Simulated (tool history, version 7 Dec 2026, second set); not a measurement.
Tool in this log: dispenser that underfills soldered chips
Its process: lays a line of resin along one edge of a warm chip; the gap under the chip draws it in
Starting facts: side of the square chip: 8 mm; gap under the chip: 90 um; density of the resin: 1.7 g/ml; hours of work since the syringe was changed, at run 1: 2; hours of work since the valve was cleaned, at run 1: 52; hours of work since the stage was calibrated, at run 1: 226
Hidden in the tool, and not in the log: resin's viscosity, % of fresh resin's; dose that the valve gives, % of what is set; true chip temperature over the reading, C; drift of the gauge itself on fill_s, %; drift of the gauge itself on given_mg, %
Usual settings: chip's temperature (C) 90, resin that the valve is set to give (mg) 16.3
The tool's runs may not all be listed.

run	hour	chip's temperature (C)	resin that the valve is set to give (mg)	hours of work since the syringe was changed	hours of work since the valve was cleaned	hours of work since the stage was calibrated	time until the resin shows at the far edge (s)	resin that the valve gave (mg)
1	0.0	90	16.3	2	52	226	55.6	15.86
# hour 6.6: new syringe of resin
# hour 15.9: new syringe of resin
2	16.6	98	16.3	1	63	237	34.7	15.69
# hour 25.9: new syringe of resin
3	28.2	98	16.3	2	70	245	38.4	15.83
# hour 34.9: dispensing valve cleaned and set on the balance
# hour 36.3: new syringe of resin
4	36.5	98	16.3	0	1	249	34.1	16.32
# hour 45.8: new syringe of resin
5	48.1	90	15.9	2	9	257	52.1	15.81
# hour 55.7: new syringe of resin
6	59.9	90	16.3	3	17	265	56.9	16.06
# hour 65.8: new syringe of resin
7	67.8	90	16.3	1	22	270	50.8	15.98
# hour 75.6: new syringe of resin
8	79.9	90	16.3	3	30	279	56.6	15.95
# hour 86.0: new syringe of resin
9	93.4	90	16.3	5	39	288	64.6	15.83
# hour 95.9: new syringe of resin
10	104.5	85	16.3	6	47	295	85.0	15.91
# hour 106.2: new syringe of resin
11	112.0	95	16.3	4	52	300	49.8	15.87
# hour 115.8: new syringe of resin
# hour 125.0: new syringe of resin
12	125.1	90	15.7	0	60	309	47.1	15.00
# hour 134.4: new syringe of resin
13	137.6	92	14.4	2	69	317	50.0	13.88
# hour 144.8: new syringe of resin
# hour 147.3: dispensing valve cleaned and set on the balance
14	147.3	95	15.0	1	0	323	40.3	14.84
# hour 155.0: new syringe of resin
15	163.7	92	15.0	6	11	334	62.5	14.78
# hour 165.0: new syringe of resin
# hour 175.2: new syringe of resin
16	178.7	92	15.0	2	21	344	50.5	14.86
# hour 184.6: new syringe of resin
17	187.9	92	15.0	2	27	351	49.6	14.74
# hour 194.3: new syringe of resin
# hour 203.9: new syringe of resin
18	203.9	101	15.6	0	38	361	29.6	15.24
# hour 213.2: new syringe of resin
19	219.8	86	17.0	5	49	372	69.5	16.52
# hour 222.8: new syringe of resin
# hour 232.6: new syringe of resin
20	236.6	75	19.2	3	60	383	101.1	18.50
# hour 242.5: new syringe of resin
21	250.0	75	19.2	5	69	392	119.4	18.31
# hour 252.5: new syringe of resin
# hour 259.2: dispensing valve cleaned and set on the balance
# hour 262.9: new syringe of resin
22	264.2	75	19.7	1	3	401	85.2	19.68
# hour 272.5: new syringe of resin
23	278.2	75	19.7	4	13	411	107.6	19.59

4 ways to go on from here, each from the tool as it stands after run 23. What would each give?
# hour 282.7: new syringe of resin
A	287.9	90	17.2	4	19	417	?	?
# hour 282.7: new syringe of resin
B	287.9	99	16.3	4	19	417	?	?
# hour 282.7: new syringe of resin
C	287.9	93	16.9	4	19	417	?	?
# hour 282.7: new syringe of resin
D	287.9	84	16.9	4	19	417	?	?

run	time until the resin shows at the far edge (s)	resin that the valve gave (mg)
A	57.2	16.99
B	40.2	16.17
C	51.0	16.75
D	71.7	16.66
With no hidden state in the tool, these same runs would have given:
run	time until the resin shows at the far edge (s)	resin that the valve gave (mg)
A	48.4	17.22
B	33.8	16.39
C	43.2	16.97
D	60.7	16.89

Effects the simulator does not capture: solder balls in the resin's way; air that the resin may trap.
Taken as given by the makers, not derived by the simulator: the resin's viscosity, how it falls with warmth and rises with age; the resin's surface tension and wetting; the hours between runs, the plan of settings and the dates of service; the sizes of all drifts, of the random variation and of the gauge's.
